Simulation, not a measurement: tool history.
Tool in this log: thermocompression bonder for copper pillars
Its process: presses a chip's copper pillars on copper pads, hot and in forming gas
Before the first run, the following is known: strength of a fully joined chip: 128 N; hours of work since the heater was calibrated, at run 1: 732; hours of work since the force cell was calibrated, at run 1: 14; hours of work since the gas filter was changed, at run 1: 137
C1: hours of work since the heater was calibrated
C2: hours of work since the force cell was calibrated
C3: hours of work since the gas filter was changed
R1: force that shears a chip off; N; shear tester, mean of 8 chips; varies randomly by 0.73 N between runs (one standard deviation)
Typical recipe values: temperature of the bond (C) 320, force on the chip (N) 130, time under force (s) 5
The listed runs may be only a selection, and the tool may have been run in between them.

{"run": 1, "hour": 0.0, "temperature of the bond (C)": 320, "force on the chip (N)": 130, "time under force (s)": 5, "C1": 732, "C2": 14, "C3": 137, "R1": 75.3}
{"run": 2, "hour": 9.5, "temperature of the bond (C)": 320, "force on the chip (N)": 130, "time under force (s)": 13, "C1": 738, "C2": 20, "C3": 142, "R1": 95.6}
{"hour": 10.9, "done": "forming gas filter changed"}
{"run": 3, "hour": 15.8, "temperature of the bond (C)": 320, "force on the chip (N)": 130, "time under force (s)": 13, "C1": 741, "C2": 23, "C3": 3, "R1": 99.7}
{"run": 4, "hour": 21.4, "temperature of the bond (C)": 320, "force on the chip (N)": 130, "time under force (s)": 6, "C1": 745, "C2": 26, "C3": 6, "R1": 80.4}
{"run": 5, "hour": 32.2, "temperature of the bond (C)": 320, "force on the chip (N)": 130, "time under force (s)": 6, "C1": 751, "C2": 33, "C3": 13, "R1": 82.2}
{"run": 6, "hour": 41.9, "temperature of the bond (C)": 320, "force on the chip (N)": 151, "time under force (s)": 6, "C1": 757, "C2": 38, "C3": 18, "R1": 91.2}
{"run": 7, "hour": 47.6, "temperature of the bond (C)": 320, "force on the chip (N)": 130, "time under force (s)": 5, "C1": 760, "C2": 42, "C3": 22, "R1": 78.4}
{"run": 8, "hour": 53.5, "temperature of the bond (C)": 320, "force on the chip (N)": 130, "time under force (s)": 5, "C1": 764, "C2": 45, "C3": 25, "R1": 77.5}
{"run": 9, "hour": 63.0, "temperature of the bond (C)": 319, "force on the chip (N)": 130, "time under force (s)": 5, "C1": 769, "C2": 51, "C3": 31, "R1": 78.1}
{"run": 10, "hour": 68.3, "temperature of the bond (C)": 319, "force on the chip (N)": 89, "time under force (s)": 5, "C1": 772, "C2": 54, "C3": 34, "R1": 56.1}
{"run": 11, "hour": 78.8, "temperature of the bond (C)": 307, "force on the chip (N)": 130, "time under force (s)": 11, "C1": 779, "C2": 60, "C3": 40, "R1": 87.5}
{"run": 12, "hour": 84.2, "temperature of the bond (C)": 318, "force on the chip (N)": 118, "time under force (s)": 13, "C1": 782, "C2": 64, "C3": 44, "R1": 92.1}
{"run": 13, "hour": 95.0, "temperature of the bond (C)": 320, "force on the chip (N)": 158, "time under force (s)": 6, "C1": 788, "C2": 70, "C3": 50, "R1": 93.2}
{"run": 14, "hour": 104.0, "temperature of the bond (C)": 320, "force on the chip (N)": 158, "time under force (s)": 6, "C1": 794, "C2": 75, "C3": 55, "R1": 92.5}
{"run": 15, "hour": 108.9, "temperature of the bond (C)": 336, "force on the chip (N)": 130, "time under force (s)": 3, "C1": 797, "C2": 78, "C3": 58, "R1": 76.4}
{"run": 16, "hour": 113.6, "temperature of the bond (C)": 336, "force on the chip (N)": 130, "time under force (s)": 3, "C1": 799, "C2": 81, "C3": 61, "R1": 75.7}
{"run": 17, "hour": 120.2, "temperature of the bond (C)": 349, "force on the chip (N)": 87, "time under force (s)": 4, "C1": 803, "C2": 85, "C3": 65, "R1": 66.2}
{"run": 18, "hour": 127.6, "temperature of the bond (C)": 332, "force on the chip (N)": 93, "time under force (s)": 5, "C1": 808, "C2": 89, "C3": 69, "R1": 64.1}
{"run": 19, "hour": 132.5, "temperature of the bond (C)": 329, "force on the chip (N)": 102, "time under force (s)": 3, "C1": 811, "C2": 92, "C3": 72, "R1": 56.3}

Branching from run 19: 4 alternative next runs. What would each branch give?
{"run": "A", "hour": 143.6, "temperature of the bond (C)": 347, "force on the chip (N)": 189, "time under force (s)": 3, "C1": 817, "C2": 99, "C3": 79, "R1": "?"}
{"run": "B", "hour": 143.6, "temperature of the bond (C)": 348, "force on the chip (N)": 130, "time under force (s)": 4, "C1": 817, "C2": 99, "C3": 79, "R1": "?"}
{"run": "C", "hour": 143.6, "temperature of the bond (C)": 320, "force on the chip (N)": 93, "time under force (s)": 5, "C1": 817, "C2": 99, "C3": 79, "R1": "?"}
{"run": "D", "hour": 143.6, "temperature of the bond (C)": 311, "force on the chip (N)": 130, "time under force (s)": 9, "C1": 817, "C2": 99, "C3": 79, "R1": "?"}

run=A R1=100.6
run=B R1=89.3
run=C R1=57.6
run=D R1=85.1
With the hidden condition removed and each run's random variation left untouched, the same runs would have given:
run=A R1=105.3
run=B R1=94.3
run=C R1=62.3
run=D R1=90.7

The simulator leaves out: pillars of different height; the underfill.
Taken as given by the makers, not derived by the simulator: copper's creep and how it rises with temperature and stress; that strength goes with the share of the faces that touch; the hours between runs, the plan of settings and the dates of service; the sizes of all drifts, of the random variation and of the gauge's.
